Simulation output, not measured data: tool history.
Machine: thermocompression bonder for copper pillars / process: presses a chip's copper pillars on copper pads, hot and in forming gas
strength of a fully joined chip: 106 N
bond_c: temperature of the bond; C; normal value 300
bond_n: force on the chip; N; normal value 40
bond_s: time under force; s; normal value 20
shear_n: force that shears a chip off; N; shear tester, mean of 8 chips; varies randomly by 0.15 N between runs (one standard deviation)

run   hour  bond_c  bond_n  bond_s  shear_n
  1      0     300      40      20     45.7
  2   18.2     300      40      12     37.4
  3   46.7     300      46      12     40.1
  4   60.3     300      46      12     39.7
  5   89.4     329      40      20     61.1
  6  101.2     329      40      20     60.9
  7  128.6     305      40      20     47.7
  8  143.2     324      40      20       58
  9  164.9     324      40      20     57.9
 10  181.7     324      40      20       58
 11  200.6     324      40      20     57.9
       209  -- forming gas filter changed
 12  225.7     300      32      20     43.2
 13  238.9     300      32      20     42.9
 14  261.6     300      32      20     43.2
 15  280.7     301      40      20       48
 16  299.6     301      40      20     47.9
 17  327.4     303      40      20     49.1
 18    341     303      40      20     48.9
 19  360.8     303      40      20     49.1
     385.6  -- heater calibrated with a thermocouple chip
 20  388.6     303      40      20     44.6
 21  403.9     300      29      20     36.5
 22  419.7     271      40      20     28.2
 23  436.7     313      36      20     47.3
 24  460.7     308      44      18     47.2
 25  477.1     277      44      25     35.7
 26  500.5     271      40      24     30.6
 27  521.4     271      40      24     30.2
 28  535.6     309      40      46     62.3
 29  558.3     273      40      21     29.5
 30  586.2     273      40      21     29.4
 31  605.1     300      40      38     52.7
 32  619.5     300      25      46     45.7
 33  645.9     300      35      20     39.6
 34  660.4     311      41      20     48.2
 35  689.1     288      26      32     34.3
 36  713.1     300      39      20       41
 37  734.6     300      30      53     51.7
       737  -- forming gas filter changed
 38  750.3     324      28      45     65.1
 39  773.4     324      28      45     64.5
 40    797     291      30      12     27.2

Subtracting, for every run, the result it would have given without the tool's unlogged condition from the measured result gives the following. The same run-to-run variation enters both numbers; the gauge's scatter may not:
Hidden conditions of the tool in this case: true temperature of the bond over the reading, C; force that reaches the chip, % of what is set; oxide that the forming gas leaves, % of the face; drift of the gauge itself on shear_n, %.
run  shear_n
  1     +1.4
  2     +1.2
  3     +1.1
  4     +1.1
  5     +0.1
  6       +0
  7     +0.6
  8     -0.1
  9     -0.2
 10     -0.3
 11     -0.4
 12     +3.4
 13     +3.3
 14     +3.2
 15     +3.4
 16     +3.3
 17     +3.2
 18     +3.2
 19       +3
 20     -1.4
 21     -1.2
 22       -1
 23     -1.8
 24     -1.9
 25     -1.5
 26     -1.3
 27     -1.3
 28     -2.9
 29     -1.5
 30     -1.5
 31     -2.8
 32     -2.5
 33     -2.2
 34     -2.9
 35     -2.1
 36     -2.6
 37     -3.4
 38       +0
 39     -0.1
 40       +0
